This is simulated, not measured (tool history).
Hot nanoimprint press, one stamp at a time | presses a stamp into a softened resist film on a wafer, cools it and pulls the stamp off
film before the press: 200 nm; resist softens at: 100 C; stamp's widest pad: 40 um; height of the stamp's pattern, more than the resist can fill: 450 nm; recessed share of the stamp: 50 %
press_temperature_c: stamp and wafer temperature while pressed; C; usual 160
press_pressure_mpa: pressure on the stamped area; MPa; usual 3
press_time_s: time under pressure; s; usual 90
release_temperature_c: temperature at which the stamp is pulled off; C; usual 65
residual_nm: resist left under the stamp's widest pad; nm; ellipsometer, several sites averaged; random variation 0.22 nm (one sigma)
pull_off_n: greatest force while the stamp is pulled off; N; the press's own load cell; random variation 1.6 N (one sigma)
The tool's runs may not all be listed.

Run 1, day 0: usual settings. Result: residual_nm 108.7 nm, pull_off_n 150 N.
Run 2, day 0.283: usual settings. Result: residual_nm 108.6 nm, pull_off_n 147 N.
Run 3, day 0.596: usual settings. Result: residual_nm 108.6 nm, pull_off_n 152 N.
Run 4, day 0.921: usual settings. Result: residual_nm 108.4 nm, pull_off_n 153 N.
Run 5, day 1.388: usual settings. Result: residual_nm 107.9 nm, pull_off_n 156 N.
Run 6, day 1.604: usual settings but release_temperature_c 59 C. Result: residual_nm 108.3 nm, pull_off_n 161 N.
Run 7, day 2.008: usual settings but press_pressure_mpa 3.92 MPa. Result: residual_nm 94.9 nm, pull_off_n 151 N.
Run 8, day 2.4: usual settings but press_pressure_mpa 3.92 MPa. Result: residual_nm 95 nm, pull_off_n 155 N.
Run 9, day 2.783: usual settings but press_temperature_c 164 C. Result: residual_nm 96.4 nm, pull_off_n 154 N.
Run 10, day 3.229: usual settings but press_temperature_c 164 C. Result: residual_nm 96.5 nm, pull_off_n 153 N.
Run 11, day 3.508: usual settings but press_temperature_c 164 C. Result: residual_nm 96.1 nm, pull_off_n 154 N.
Run 12, day 3.842: usual settings but press_temperature_c 164 C. Result: residual_nm 96.4 nm, pull_off_n 155 N.
Run 13, day 4.275: usual settings but press_temperature_c 164 C. Result: residual_nm 96.4 nm, pull_off_n 153 N.
Run 14, day 4.742: usual settings but press_temperature_c 164 C. Result: residual_nm 96.4 nm, pull_off_n 157 N.
At day 4.975: plate thermocouple calibrated.
Run 15, day 5.254: usual settings but press_temperature_c 164 C. Result: residual_nm 95.6 nm, pull_off_n 157 N.
Run 16, day 5.758: usual settings but press_temperature_c 164 C. Result: residual_nm 95.3 nm, pull_off_n 156 N.
Run 17, day 5.992: usual settings but press_time_s 157 s, release_temperature_c 61 C. Result: residual_nm 89 nm, pull_off_n 158 N.
Run 18, day 6.346: usual settings but press_temperature_c 161 C, press_pressure_mpa 3.14 MPa, press_time_s 88 s, release_temperature_c 51 C. Result: residual_nm 102.2 nm, pull_off_n 174 N.
At day 6.562: plate thermocouple calibrated, once more.
Run 19, day 6.808: usual settings but press_temperature_c 171 C, press_pressure_mpa 1.81 MPa. Result: residual_nm 105.4 nm, pull_off_n 156 N.
Run 20, day 7.2: usual settings but press_temperature_c 149 C, press_pressure_mpa 2.07 MPa, press_time_s 48 s, release_temperature_c 60 C. Result: residual_nm 178.2 nm, pull_off_n 166 N.
Run 21, day 7.658: usual settings but press_temperature_c 149 C, press_pressure_mpa 2.07 MPa, press_time_s 48 s, release_temperature_c 60 C. Result: residual_nm 178.4 nm, pull_off_n 164 N.
Run 22, day 8.117: usual settings but press_temperature_c 149 C, press_pressure_mpa 2.07 MPa, press_time_s 48 s, release_temperature_c 60 C. Result: residual_nm 177 nm, pull_off_n 165 N.
Run 23, day 8.358: usual settings but press_temperature_c 168 C, press_time_s 88 s. Result: residual_nm 89 nm, pull_off_n 159 N.
Run 24, day 8.638: usual settings but press_temperature_c 168 C, press_pressure_mpa 2.44 MPa, press_time_s 88 s. Result: residual_nm 99.1 nm, pull_off_n 160 N.
At day 8.954: stamp cleaned and given a new release coat.
Run 25, day 9.383: usual settings but press_temperature_c 167 C, press_pressure_mpa 2.57 MPa, press_time_s 74 s, release_temperature_c 67 C. Result: residual_nm 104.7 nm, pull_off_n 134 N.
Run 26, day 9.842: usual settings but press_temperature_c 168 C, press_pressure_mpa 2 MPa, press_time_s 70 s, release_temperature_c 68 C. Result: residual_nm 116.8 nm, pull_off_n 134 N.
Run 27, day 10.054: usual settings but press_temperature_c 158 C, press_pressure_mpa 2.33 MPa, press_time_s 103 s, release_temperature_c 68 C. Result: residual_nm 126.1 nm, pull_off_n 134 N.
Run 28, day 10.412: usual settings but press_temperature_c 158 C, press_pressure_mpa 2.33 MPa, press_time_s 103 s, release_temperature_c 68 C. Result: residual_nm 126 nm, pull_off_n 136 N.
Run 29, day 10.75: usual settings but press_temperature_c 158 C, press_pressure_mpa 2.33 MPa, press_time_s 103 s, release_temperature_c 68 C. Result: residual_nm 126 nm, pull_off_n 135 N.
Run 30, day 11.054: usual settings but press_temperature_c 158 C, press_pressure_mpa 4.26 MPa, press_time_s 103 s, release_temperature_c 68 C. Result: residual_nm 94.8 nm, pull_off_n 135 N.
Run 31, day 11.542: usual settings but press_temperature_c 158 C, press_pressure_mpa 4.26 MPa, press_time_s 103 s, release_temperature_c 68 C. Result: residual_nm 94.7 nm, pull_off_n 135 N.

Forecast each of these 3 alternatives for the next run:
Run A, day 11.821: usual settings but press_temperature_c 156 C. Result: residual_nm ?, pull_off_n ?.
Run B, day 11.821: usual settings but press_temperature_c 166 C, press_time_s 95 s. Result: residual_nm ?, pull_off_n ?.
Run C, day 11.821: usual settings but press_temperature_c 158 C, press_pressure_mpa 3.29 MPa, press_time_s 108 s, release_temperature_c 60 C. Result: residual_nm ?, pull_off_n ?.

run  residual_nm  pull_off_n
  A        123.6         138
  B         91.3         140
  C          106         148
Without the tool's hidden state the same runs would have given:
run  residual_nm  pull_off_n
  A        123.8         136
  B         91.4         138
  C        106.1         146
